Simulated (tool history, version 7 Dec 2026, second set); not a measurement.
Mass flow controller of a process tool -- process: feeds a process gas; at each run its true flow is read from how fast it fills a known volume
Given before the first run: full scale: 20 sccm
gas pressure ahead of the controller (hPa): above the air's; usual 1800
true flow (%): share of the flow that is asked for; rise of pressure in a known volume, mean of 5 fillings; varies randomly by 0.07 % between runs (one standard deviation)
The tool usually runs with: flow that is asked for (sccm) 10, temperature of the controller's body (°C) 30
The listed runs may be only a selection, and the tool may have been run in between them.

run,hour,flow that is asked for (sccm),gas pressure ahead of the controller (hPa),temperature of the controller's body (°C),true flow (%)
1,0.0,10,1800,30,99.16
2,226.9,10,1800,30,99.09
3,642.7,10,1800,30,98.95
4,1052.5,10,1800,30,99.12
5,1306.7,10,1800,30,99.05
6,1707.6,10,1800,30,98.96
7,2054.1,7,1800,30,98.71
8,2488.2,7,1800,30,98.57
9,2955.5,7,1800,30,98.60
10,3387.9,7,1470,30,98.79
11,3600.4,10,1800,30,98.84
12,3956.0,10,1800,30,98.80
13,4447.9,10,1800,30,98.72
14,4793.4,10,1800,30,98.76
15,5075.0,10,1800,30,98.73
16,5332.9,10,1800,30,98.74
17,5606.2,10,1800,30,98.69
18,5820.8,10,1800,30,98.69
19,6022.7,10,1800,30,98.55
20,6305.8,10,1800,30,98.56
21,6737.3,6,2330,20,97.27
22,6974.3,10,2620,35,98.42
23,7258.4,7,1430,35,98.72
24,7474.6,7,1430,35,98.53
25,7827.2,10,2770,30,97.78
26,8269.2,10,1900,30,98.19
27,8488.2,8,1820,33,98.27
28,8715.3,6,1650,30,97.95
29,9039.2,6,1590,26,97.71
30,9346.5,6,1590,26,97.85
31,9787.1,6,1590,26,97.78
32,9999.3,6,1590,26,97.72
33,10267.0,2,2500,21,96.47
34,10579.8,2,1800,21,96.73
35,10807.5,2,2310,21,96.36

How would selected steps in true flow (%) from run to run divide? Give the signed amount a tool lacking its hidden state would still show from settings, what came in and random variation, and the signed amount left for the hidden state, including any gauge scatter that is not in both of the compared results.
The tool's hidden condition here consists of: flow at rest that the sensor doesn't see, % of full scale; true flow over the shown one, %; drift of the gauge itself on true_pct, %.
Run 5 -> 6: no setting changed, nothing entered. true flow (%) -0.09: hidden state -0.05, all else -0.04.
Run 8 -> 9: no setting changed, nothing entered. true flow (%) +0.03: hidden state -0.05, all else +0.08.
Run 20 -> 21: flow that is asked for (sccm) 10 -> 6, gas pressure ahead of the controller (hPa) 1800 -> 2330, temperature of the controller's body (°C) 30 -> 20. true flow (%) -1.29: hidden state -0.03, all else -1.26.
Run 21 -> 22: flow that is asked for (sccm) 6 -> 10, gas pressure ahead of the controller (hPa) 2330 -> 2620, temperature of the controller's body (°C) 20 -> 35. true flow (%) +1.15: hidden state -0.03, all else +1.18.
Run 32 -> 33: flow that is asked for (sccm) 6 -> 2, gas pressure ahead of the controller (hPa) 1590 -> 2500, temperature of the controller's body (°C) 26 -> 21. true flow (%) -1.25: hidden state -0.05, all else -1.20.
